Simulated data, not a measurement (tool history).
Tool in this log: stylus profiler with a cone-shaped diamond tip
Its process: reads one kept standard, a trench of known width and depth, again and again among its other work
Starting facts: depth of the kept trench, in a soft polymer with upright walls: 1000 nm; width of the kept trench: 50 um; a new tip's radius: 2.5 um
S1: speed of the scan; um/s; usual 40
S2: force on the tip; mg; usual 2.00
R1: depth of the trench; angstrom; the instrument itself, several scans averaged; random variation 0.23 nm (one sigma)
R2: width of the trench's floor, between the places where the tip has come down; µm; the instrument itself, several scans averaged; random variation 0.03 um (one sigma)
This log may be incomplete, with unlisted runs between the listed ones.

run    hour   S1    S2       R1     R2
  1     0.0   40  2.00  10086.8  44.50
  2   136.3   40  2.00  10085.2  44.47
  3   224.0   40  2.00  10084.4  44.47
  4   324.8   40  2.00  10078.5  44.43
  5   463.2   40  2.00  10073.6  44.31
  6   586.8   40  2.00  10071.2  44.35
  7   682.8   40  2.00  10069.5  44.35
  8   778.6   40  2.00  10069.2  44.24
  9   912.4   40  2.00  10063.7  44.19
 10  1045.1   40  2.00  10061.7  44.11
 11  1123.1   40  2.00  10058.7  44.18
 12  1248.5   40  2.00  10051.2  44.14
 13  1307.6   42  2.00  10045.1  44.01
 14  1403.4   41  5.24  10144.8  44.04
 15  1526.1   60  0.76   9992.3  43.90
 16  1654.2   45  5.62  10147.3  43.96
 17  1779.7  115  3.03  10074.4  43.81
     1828.8  -- height scale calibrated on a step standard
 18  1867.7  119  2.00  10106.9  43.69
 19  1970.2   20  1.06  10066.3  43.91
 20  2037.0   20  1.06  10065.4  43.86
 21  2104.2   62  1.52  10084.2  43.69
 22  2223.8   12  2.00  10093.9  43.91
 23  2328.1   33  4.27  10161.5  43.80
 24  2436.0   44  4.92  10175.6  43.70
 25  2507.1   10  1.69  10077.0  43.70
 26  2631.2   12  3.84  10144.7  43.69

Here are 5 independent what-if runs from the current tool condition. What would each one return?
  A  2714.7  62  2.39   ?   ?
  B  2714.7  15  2.94   ?   ?
  C  2714.7  12  3.13   ?   ?
  D  2714.7  11  3.84   ?   ?
  E  2714.7  55  0.84   ?   ?

run       R1     R2
  A  10094.3  43.63
  B  10117.6  43.68
  C  10118.4  43.70
  D  10139.5  43.66
  E  10035.6  43.52
With the hidden condition removed and each run's random variation left untouched, the same runs would have given:
run       R1     R2
  A  10117.3  45.92
  B  10140.7  45.97
  C  10141.4  45.99
  D  10162.6  45.95
  E  10058.5  45.81
